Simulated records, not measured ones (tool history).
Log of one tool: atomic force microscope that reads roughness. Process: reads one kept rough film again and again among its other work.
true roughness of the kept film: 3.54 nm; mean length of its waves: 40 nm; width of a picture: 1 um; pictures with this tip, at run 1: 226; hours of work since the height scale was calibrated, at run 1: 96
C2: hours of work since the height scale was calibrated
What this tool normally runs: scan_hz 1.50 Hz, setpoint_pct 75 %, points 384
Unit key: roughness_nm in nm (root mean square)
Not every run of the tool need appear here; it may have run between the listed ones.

Run 1, hour 0.0: usual settings; pictures with this tip 226; C2 96. Result: roughness_nm 2.680 nm (root mean square).
Run 2, hour 15.3: usual settings; pictures with this tip 244; C2 105. Result: roughness_nm 2.681 nm (root mean square).
Run 3, hour 34.7: usual settings; pictures with this tip 267; C2 116. Result: roughness_nm 2.635 nm (root mean square).
Run 4, hour 49.8: usual settings; pictures with this tip 285; C2 125. Result: roughness_nm 2.633 nm (root mean square).
At hour 64.0: new tip fitted.
Run 5, hour 68.9: usual settings but scan_hz 1.89 Hz; pictures with this tip 6; C2 135. Result: roughness_nm 2.763 nm (root mean square).
Run 6, hour 89.4: usual settings but scan_hz 1.89 Hz; pictures with this tip 30; C2 147. Result: roughness_nm 2.761 nm (root mean square).
Run 7, hour 102.5: usual settings but scan_hz 2.64 Hz, setpoint_pct 60 %; pictures with this tip 46; C2 154. Result: roughness_nm 2.899 nm (root mean square).
Run 8, hour 123.3: usual settings but scan_hz 1.92 Hz, setpoint_pct 69 %, points 481; pictures with this tip 71; C2 166. Result: roughness_nm 2.822 nm (root mean square).
Run 9, hour 141.4: usual settings but scan_hz 2.00 Hz, setpoint_pct 56 %, points 502; pictures with this tip 93; C2 177. Result: roughness_nm 2.966 nm (root mean square).

Forecast run 10:
Run 10, hour 154.0: usual settings but scan_hz 2.00 Hz, setpoint_pct 90 %, points 502; pictures with this tip 108; C2 184. Result: roughness_nm ?.

Run 10 measured roughness_nm 2.329 nm (root mean square).
Were there no unlogged condition in the tool, this run, its random variation unchanged, would have produced roughness_nm 2.427 nm (root mean square).
